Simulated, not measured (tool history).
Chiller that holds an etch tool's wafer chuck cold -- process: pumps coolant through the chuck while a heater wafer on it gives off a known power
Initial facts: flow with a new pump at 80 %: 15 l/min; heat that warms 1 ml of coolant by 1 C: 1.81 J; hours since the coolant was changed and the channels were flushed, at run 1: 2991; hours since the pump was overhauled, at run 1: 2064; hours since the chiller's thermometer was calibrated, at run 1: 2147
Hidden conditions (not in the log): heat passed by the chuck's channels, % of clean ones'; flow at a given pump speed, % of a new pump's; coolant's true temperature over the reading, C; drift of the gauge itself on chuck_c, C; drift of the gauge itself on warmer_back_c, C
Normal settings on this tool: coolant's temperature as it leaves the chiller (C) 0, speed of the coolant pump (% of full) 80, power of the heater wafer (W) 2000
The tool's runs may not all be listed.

run,hour,coolant's temperature as it leaves the chiller (C),speed of the coolant pump (% of full),power of the heater wafer (W),hours since the coolant was changed and the channels were flushed,hours since the pump was overhauled,hours since the chiller's thermometer was calibrated,chuck's temperature once it has settled (C),how much warmer the coolant comes back (C)
1,0,0,80,2000,2991,2064,2147,12.1,4.48
2,30.9,0,80,2000,3022,2095,2178,12,4.37
3,59.2,-6,80,2000,3050,2124,2207,6.1,4.41
4,99.6,-6,80,2000,3090,2164,2247,5.9,4.47
5,150.4,-6,80,2000,3141,2215,2298,6.1,4.43
6,201.4,-6,80,2000,3192,2266,2349,6,4.37
7,229.8,-2,84,2526,3221,2294,2377,12.7,5.28
8,263.9,-7,64,2000,3255,2328,2411,6.8,5.45
9,299.8,2,64,1670,3291,2364,2447,13.5,4.59
10,337.7,-6,64,2292,3328,2402,2485,9.6,6.32

What will run 11 give?
11,372.8,-2,95,1031,3364,2437,2520,?,?

Run 11 gave chuck's temperature once it has settled (C) 3.6, how much warmer the coolant comes back (C) 1.82.
With the hidden condition absent and the run-to-run variation left alone, this run would have shown chuck's temperature once it has settled (C) 3.6, how much warmer the coolant comes back (C) 1.89.
